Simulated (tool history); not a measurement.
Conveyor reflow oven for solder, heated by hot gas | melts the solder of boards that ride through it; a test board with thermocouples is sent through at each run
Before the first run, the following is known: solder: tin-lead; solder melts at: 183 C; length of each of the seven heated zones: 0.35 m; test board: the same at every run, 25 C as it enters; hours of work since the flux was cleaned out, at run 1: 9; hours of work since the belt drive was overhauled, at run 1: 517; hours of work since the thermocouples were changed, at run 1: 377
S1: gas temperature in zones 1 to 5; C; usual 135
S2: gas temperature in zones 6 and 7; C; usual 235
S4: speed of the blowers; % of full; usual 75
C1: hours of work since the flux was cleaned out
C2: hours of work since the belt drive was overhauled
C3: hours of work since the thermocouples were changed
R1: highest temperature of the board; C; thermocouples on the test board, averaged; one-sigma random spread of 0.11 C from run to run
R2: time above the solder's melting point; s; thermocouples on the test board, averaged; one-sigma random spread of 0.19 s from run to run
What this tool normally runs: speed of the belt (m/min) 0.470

run 1 hour=0.0 | S1=135 S2=235 speed_of_the_belt_(m/min)=0.470 S4=75 | C1=9 C2=517 C3=377 | R1=217.1 R2=66.0
run 2 hour=30.1 | S1=135 S2=235 speed_of_the_belt_(m/min)=0.470 S4=75 | C1=32 C2=540 C3=401 | R1=217.2 R2=65.7
run 3 hour=60.0 | S1=135 S2=235 speed_of_the_belt_(m/min)=0.470 S4=75 | C1=55 C2=563 C3=424 | R1=216.9 R2=65.6
run 4 hour=80.7 | S1=135 S2=235 speed_of_the_belt_(m/min)=0.470 S4=75 | C1=71 C2=579 C3=440 | R1=216.9 R2=65.7
run 5 hour=100.6 | S1=135 S2=235 speed_of_the_belt_(m/min)=0.470 S4=75 | C1=87 C2=595 C3=455 | R1=216.8 R2=65.8
run 6 hour=124.2 | S1=135 S2=235 speed_of_the_belt_(m/min)=0.470 S4=75 | C1=105 C2=613 C3=474 | R1=216.9 R2=65.6
run 7 hour=155.3 | S1=135 S2=235 speed_of_the_belt_(m/min)=0.546 S4=75 | C1=129 C2=637 C3=498 | R1=211.4 R2=50.4
run 8 hour=188.6 | S1=135 S2=235 speed_of_the_belt_(m/min)=0.546 S4=75 | C1=155 C2=663 C3=524 | R1=211.2 R2=50.0
run 9 hour=205.3 | S1=135 S2=235 speed_of_the_belt_(m/min)=0.546 S4=75 | C1=168 C2=676 C3=537 | R1=211.0 R2=50.3
run 10 hour=221.2 | S1=135 S2=235 speed_of_the_belt_(m/min)=0.546 S4=75 | C1=181 C2=689 C3=549 | R1=211.2 R2=50.4
run 11 hour=236.9 | S1=135 S2=235 speed_of_the_belt_(m/min)=0.546 S4=75 | C1=193 C2=701 C3=561 | R1=211.0 R2=50.2
run 12 hour=260.2 | S1=135 S2=235 speed_of_the_belt_(m/min)=0.546 S4=75 | C1=211 C2=719 C3=580 | R1=211.3 R2=49.9
run 13 hour=276.4 | S1=135 S2=235 speed_of_the_belt_(m/min)=0.546 S4=75 | C1=224 C2=732 C3=592 | R1=211.1 R2=50.3
run 14 hour=291.6 | S1=135 S2=235 speed_of_the_belt_(m/min)=0.546 S4=75 | C1=236 C2=743 C3=604 | R1=210.9 R2=50.3
run 15 hour=316.8 | S1=135 S2=235 speed_of_the_belt_(m/min)=0.546 S4=75 | C1=255 C2=763 C3=624 | R1=210.9 R2=50.1
run 16 hour=341.3 | S1=135 S2=232 speed_of_the_belt_(m/min)=0.470 S4=83 | C1=274 C2=782 C3=643 | R1=216.2 R2=65.7
run 17 hour=367.3 | S1=135 S2=232 speed_of_the_belt_(m/min)=0.470 S4=83 | C1=294 C2=802 C3=663 | R1=216.1 R2=65.4
run 18 hour=383.9 | S1=135 S2=240 speed_of_the_belt_(m/min)=0.470 S4=53 | C1=307 C2=815 C3=676 | R1=211.9 R2=58.9
run 19 hour=399.4 | S1=142 S2=238 speed_of_the_belt_(m/min)=0.523 S4=59 | C1=319 C2=827 C3=688 | R1=210.4 R2=53.7
run 20 hour=413.5 | S1=142 S2=238 speed_of_the_belt_(m/min)=0.523 S4=59 | C1=330 C2=838 C3=699 | R1=210.3 R2=53.6
run 21 hour=427.9 | S1=133 S2=227 speed_of_the_belt_(m/min)=0.523 S4=83 | C1=341 C2=849 C3=710 | R1=207.9 R2=49.4
run 22 hour=457.0 | S1=133 S2=227 speed_of_the_belt_(m/min)=0.523 S4=83 | C1=364 C2=872 C3=733 | R1=207.8 R2=49.3
-- hour=464.3 flux residue cleaned out of gas plates and filters
run 23 hour=485.1 | S1=147 S2=235 speed_of_the_belt_(m/min)=0.470 S4=70 | C1=16 C2=890 C3=751 | R1=218.6 R2=72.8
-- hour=489.0 thermocouples of zones 6 and 7 changed
run 24 hour=519.3 | S1=147 S2=235 speed_of_the_belt_(m/min)=0.470 S4=70 | C1=41 C2=915 C3=24 | R1=217.7 R2=72.2
run 25 hour=534.2 | S1=137 S2=232 speed_of_the_belt_(m/min)=0.506 S4=73 | C1=53 C2=927 C3=35 | R1=211.8 R2=56.7
run 26 hour=564.6 | S1=144 S2=230 speed_of_the_belt_(m/min)=0.418 S4=81 | C1=76 C2=950 C3=59 | R1=218.7 R2=82.2
run 27 hour=589.2 | S1=134 S2=237 speed_of_the_belt_(m/min)=0.470 S4=75 | C1=96 C2=970 C3=78 | R1=218.3 R2=66.8
run 28 hour=609.9 | S1=135 S2=236 speed_of_the_belt_(m/min)=0.470 S4=57 | C1=112 C2=986 C3=94 | R1=211.0 R2=58.8
run 29 hour=633.7 | S1=135 S2=236 speed_of_the_belt_(m/min)=0.470 S4=57 | C1=130 C2=1004 C3=113 | R1=211.0 R2=58.4
run 30 hour=662.7 | S1=150 S2=235 speed_of_the_belt_(m/min)=0.443 S4=77 | C1=153 C2=1027 C3=135 | R1=221.5 R2=82.5

3 ways to go on from here, each from the tool as it stands after run 30. What would each give?
run A hour=677.5 | S1=142 S2=237 speed_of_the_belt_(m/min)=0.443 S4=77 | C1=164 C2=1038 C3=147 | R1=? R2=?
run B hour=677.5 | S1=146 S2=235 speed_of_the_belt_(m/min)=0.443 S4=77 | C1=164 C2=1038 C3=147 | R1=? R2=?
run C hour=677.5 | S1=150 S2=237 speed_of_the_belt_(m/min)=0.443 S4=77 | C1=164 C2=1038 C3=147 | R1=? R2=?

run=A R1=222.0 R2=78.7
run=B R1=221.1 R2=79.9
run=C R1=223.5 R2=83.5
Without the tool's hidden state the same runs would have given:
run=A R1=221.5 R2=76.5
run=B R1=220.6 R2=77.6
run=C R1=223.0 R2=81.2

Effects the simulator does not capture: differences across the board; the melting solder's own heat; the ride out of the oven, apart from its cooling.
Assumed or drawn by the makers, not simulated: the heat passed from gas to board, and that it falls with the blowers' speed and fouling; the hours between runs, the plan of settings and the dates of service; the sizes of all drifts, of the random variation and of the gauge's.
